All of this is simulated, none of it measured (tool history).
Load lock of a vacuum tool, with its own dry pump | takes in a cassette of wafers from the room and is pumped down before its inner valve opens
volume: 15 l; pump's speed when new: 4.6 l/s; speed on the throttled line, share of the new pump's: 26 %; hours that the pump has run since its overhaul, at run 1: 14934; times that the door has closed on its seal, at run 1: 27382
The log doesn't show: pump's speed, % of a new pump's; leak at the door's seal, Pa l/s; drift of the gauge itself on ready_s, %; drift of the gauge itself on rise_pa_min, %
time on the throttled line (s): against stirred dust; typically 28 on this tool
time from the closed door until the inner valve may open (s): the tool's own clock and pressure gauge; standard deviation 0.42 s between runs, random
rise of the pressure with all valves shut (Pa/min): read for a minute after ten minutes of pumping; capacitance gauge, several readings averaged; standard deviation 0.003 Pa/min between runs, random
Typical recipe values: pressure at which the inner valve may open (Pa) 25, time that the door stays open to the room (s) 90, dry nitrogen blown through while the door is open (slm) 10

run     hour  time on the throttled line (s)  pressure at which the inner valve may open (Pa)  time that the door stays open to the room (s)  dry nitrogen blown through while the door is open (slm)  hours that the pump has run since its overhaul  times that the door has closed on its seal  incoming humidity of the room's air, %  time from the closed door until the inner valve may open (s)  rise of the pressure with all valves shut (Pa/min)
  1      0.0                              28                                               25                                             90                                                       10                                           14934                                       27382                                    44.0                                                          52.1                                               0.586
  2    344.3                              28                                               25                                             90                                                        7                                           15278                                       28085                                    46.9                                                          52.0                                               0.612
  3    641.6                              28                                               25                                             90                                                        7                                           15575                                       28691                                    45.8                                                          51.7                                               0.639
  4    883.4                              28                                               25                                             90                                                        7                                           15817                                       29184                                    46.0                                                          52.9                                               0.659
  5   1157.6                              28                                               25                                             90                                                        7                                           16091                                       29744                                    41.8                                                          52.5                                               0.666
  6   1460.1                              28                                               20                                             90                                                       10                                           16394                                       30361                                    48.5                                                          52.7                                               0.689
      1481.1  -- door's seal changed, seat wiped
  7   1630.3                              28                                               25                                             90                                                       10                                           16563                                         304                                    47.7                                                          53.1                                               0.061
  8   1920.0                              28                                               40                                             90                                                       10                                           16852                                         895                                    48.7                                                          50.8                                               0.065
  9   2149.9                              28                                               25                                             90                                                       10                                           17082                                        1364                                    45.4                                                          53.1                                               0.059
 10   2439.2                              28                                               25                                             90                                                       10                                           17371                                        1954                                    45.6                                                          53.1                                               0.072
 11   2754.6                              28                                               25                                             90                                                       10                                           17687                                        2597                                    43.9                                                          52.1                                               0.074
 12   3093.1                              28                                               31                                             90                                                       10                                           18025                                        3288                                    42.2                                                          52.3                                               0.084
 13   3372.3                              28                                               31                                             90                                                       10                                           18305                                        3858                                    45.1                                                          52.6                                               0.085
 14   3676.7                              28                                               31                                            214                                                       10                                           18609                                        4478                                    41.5                                                          52.7                                               0.106
 15   4039.6                              28                                               31                                            214                                                       10                                           18972                                        5219                                    42.9                                                          52.6                                               0.114
 16   4292.2                              28                                               31                                            214                                                       10                                           19225                                        5734                                    42.2                                                          54.1                                               0.119
 17   4618.1                              17                                               25                                             90                                                       10                                           19550                                        6399                                    43.8                                                          47.0                                               0.110
 18   4980.6                              17                                               25                                             90                                                       10                                           19913                                        7138                                    43.7                                                          46.6                                               0.124
      5109.0  -- dry pump taken out, an overhauled one fitted
 19   5232.9                              28                                               25                                             90                                                       10                                             124                                        7641                                    44.5                                                          47.1                                               0.129
 20   5584.7                              28                                               25                                             90                                                       10                                             476                                        8359                                    43.4                                                          48.1                                               0.143
 21   5892.1                              28                                               25                                             90                                                       10                                             783                                        8986                                    43.0                                                          47.9                                               0.157
 22   6059.0                              31                                               33                                             90                                                       10                                             950                                        9326                                    47.7                                                          49.4                                               0.162
 23   6335.0                              31                                               26                                             90                                                       10                                            1226                                        9889                                    48.1                                                          50.5                                               0.165
 24   6579.3                              31                                               26                                             42                                                       10                                            1470                                       10387                                    47.1                                                          51.0                                               0.165
 25   6920.3                              28                                               23                                            104                                                       10                                            1811                                       11083                                    46.5                                                          48.6                                               0.190
 26   7094.9                              40                                               23                                            104                                                       44                                            1986                                       11439                                    46.0                                                          57.4                                               0.177
 27   7283.2                              53                                               23                                             56                                                       10                                            2174                                       11823                                    42.1                                                          68.5                                               0.189
 28   7555.9                              42                                               25                                             57                                                       10                                            2447                                       12380                                    41.7                                                          58.7                                               0.194
 29   7812.6                              19                                               25                                             36                                                       17                                            2704                                       12903                                    44.9                                                          41.9                                               0.200
 30   8172.2                              19                                               25                                             36                                                       17                                            3063                                       13637                                    41.3                                                          41.9                                               0.221
 31   8367.0                              28                                               46                                            205                                                       10                                            3258                                       14034                                    45.2                                                          47.1                                               0.261
 32   8688.1                              28                                               46                                            205                                                       10                                            3579                                       14689                                    48.0                                                          46.9                                               0.271
 33   8936.0                              45                                               34                                             31                                                       10                                            3827                                       15195                                    41.8                                                          59.7                                               0.259
 34   9167.3                              45                                               34                                             31                                                       10                                            4058                                       15667                                    43.9                                                          59.6                                               0.258
 35   9450.6                              45                                               34                                             31                                                       10                                            4342                                       16245                                    45.6                                                          59.8                                               0.272
 36   9664.0                              45                                               34                                             71                                                       10                                            4555                                       16680                                    43.0                                                          60.9                                               0.298
 37   9815.8                              45                                               33                                             71                                                       43                                            4707                                       16990                                    39.2                                                          60.1                                               0.284
 38  10000.2                              45                                               33                                             45                                                       43                                            4891                                       17366                                    45.4                                                          61.2                                               0.293

Alternative continuations, all from the tool just after run 38; predict every row:
  A  10287.2                              28                                               22                                            171                                                        5                                            5178                                       17951                                    45.4                                                             ?                                                   ?
  B  10287.2                              28                                               36                                             39                                                       10                                            5178                                       17951                                    44.3                                                             ?                                                   ?
  C  10287.2                              45                                               28                                            169                                                        5                                            5178                                       17951                                    45.1                                                             ?                                                   ?

run  time from the closed door until the inner valve may open (s)  rise of the pressure with all valves shut (Pa/min)
  A                                                          49.5                                               0.351
  B                                                          47.5                                               0.315
  C                                                          61.0                                               0.347
With no hidden state in the tool, these same runs would have given:
run  time from the closed door until the inner valve may open (s)  rise of the pressure with all valves shut (Pa/min)
  A                                                          48.2                                               0.073
  B                                                          46.3                                               0.038
  C                                                          60.0                                               0.064

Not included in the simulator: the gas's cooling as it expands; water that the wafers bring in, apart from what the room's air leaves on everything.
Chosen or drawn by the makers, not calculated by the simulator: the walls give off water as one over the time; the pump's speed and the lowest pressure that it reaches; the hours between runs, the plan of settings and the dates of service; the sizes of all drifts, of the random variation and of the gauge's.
